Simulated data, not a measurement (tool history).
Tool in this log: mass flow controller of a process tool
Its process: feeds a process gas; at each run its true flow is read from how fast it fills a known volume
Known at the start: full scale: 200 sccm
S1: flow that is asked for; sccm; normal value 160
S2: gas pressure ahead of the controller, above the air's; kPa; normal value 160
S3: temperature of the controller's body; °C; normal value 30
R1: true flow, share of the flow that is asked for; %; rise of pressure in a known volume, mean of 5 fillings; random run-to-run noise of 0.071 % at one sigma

Run 1, hour 0.0: usual settings. Result: R1 99.77 %.
Run 2, hour 69.4: usual settings. Result: R1 99.71 %.
Run 3, hour 101.3: usual settings but S3 26 °C. Result: R1 99.34 %.
Run 4, hour 167.5: usual settings but S3 26 °C. Result: R1 99.47 %.
Run 5, hour 208.7: usual settings but S3 26 °C. Result: R1 99.48 %.
Run 6, hour 239.8: usual settings but S3 26 °C. Result: R1 99.44 %.
Run 7, hour 309.5: usual settings but S1 106 sccm. Result: R1 99.15 %.
Run 8, hour 359.0: usual settings but S1 106 sccm. Result: R1 99.22 %.
Run 9, hour 393.3: usual settings but S3 27 °C. Result: R1 99.76 %.
Run 10, hour 459.7: usual settings but S1 164 sccm. Result: R1 100.12 %.
Run 11, hour 505.6: usual settings but S1 164 sccm. Result: R1 100.36 %.
Run 12, hour 566.2: usual settings but S1 164 sccm, S3 21 °C. Result: R1 99.22 %.
Run 13, hour 641.7: usual settings but S1 164 sccm, S3 21 °C. Result: R1 99.33 %.
Run 14, hour 693.7: usual settings but S1 164 sccm, S3 21 °C. Result: R1 99.28 %.
Run 15, hour 758.4: usual settings but S1 21 sccm, S2 186 kPa, S3 25 °C. Result: R1 97.77 %.
Run 16, hour 828.6: usual settings but S1 21 sccm, S2 186 kPa, S3 25 °C. Result: R1 97.88 %.
Run 17, hour 866.2: usual settings but S1 186 sccm, S2 229 kPa, S3 20 °C. Result: R1 100.26 %.
Run 18, hour 898.6: usual settings but S1 152 sccm, S2 205 kPa. Result: R1 100.75 %.
Run 19, hour 947.0: usual settings but S1 59 sccm, S2 222 kPa, S3 24 °C. Result: R1 98.71 %.
Run 20, hour 1012.3: usual settings but S1 59 sccm, S2 222 kPa, S3 24 °C. Result: R1 98.58 %.
Run 21, hour 1067.3: usual settings but S1 59 sccm, S2 222 kPa, S3 24 °C. Result: R1 98.74 %.
Run 22, hour 1126.6: usual settings but S1 59 sccm, S2 222 kPa, S3 24 °C. Result: R1 98.87 %.
Run 23, hour 1173.6: usual settings but S1 86 sccm, S2 265 kPa, S3 25 °C. Result: R1 99.68 %.
Run 24, hour 1244.9: usual settings but S2 271 kPa, S3 37 °C. Result: R1 102.37 %.
Run 25, hour 1291.4: usual settings but S1 92 sccm, S2 279 kPa, S3 40 °C. Result: R1 101.75 %.
Run 26, hour 1364.8: usual settings but S1 190 sccm, S2 151 kPa, S3 35 °C. Result: R1 101.99 %.

Subtracting, for every run, the result it would have given without the tool's unlogged condition from the measured result gives the following. The same run-to-run variation enters both numbers; the gauge's scatter may not:
The tool's hidden condition here consists of: flow at rest that the sensor doesn't see, % of full scale; true flow over the shown one, %; drift of the gauge itself on true_pct, %.
run     R1
  1  +0.00
  2  +0.06
  3  +0.10
  4  +0.15
  5  +0.19
  6  +0.22
  7  +0.29
  8  +0.33
  9  +0.36
 10  +0.43
 11  +0.47
 12  +0.52
 13  +0.59
 14  +0.63
 15  +0.69
 16  +0.75
 17  +0.81
 18  +0.84
 19  +0.87
 20  +0.92
 21  +0.98
 22  +1.03
 23  +1.08
 24  +1.18
 25  +1.21
 26  +1.28
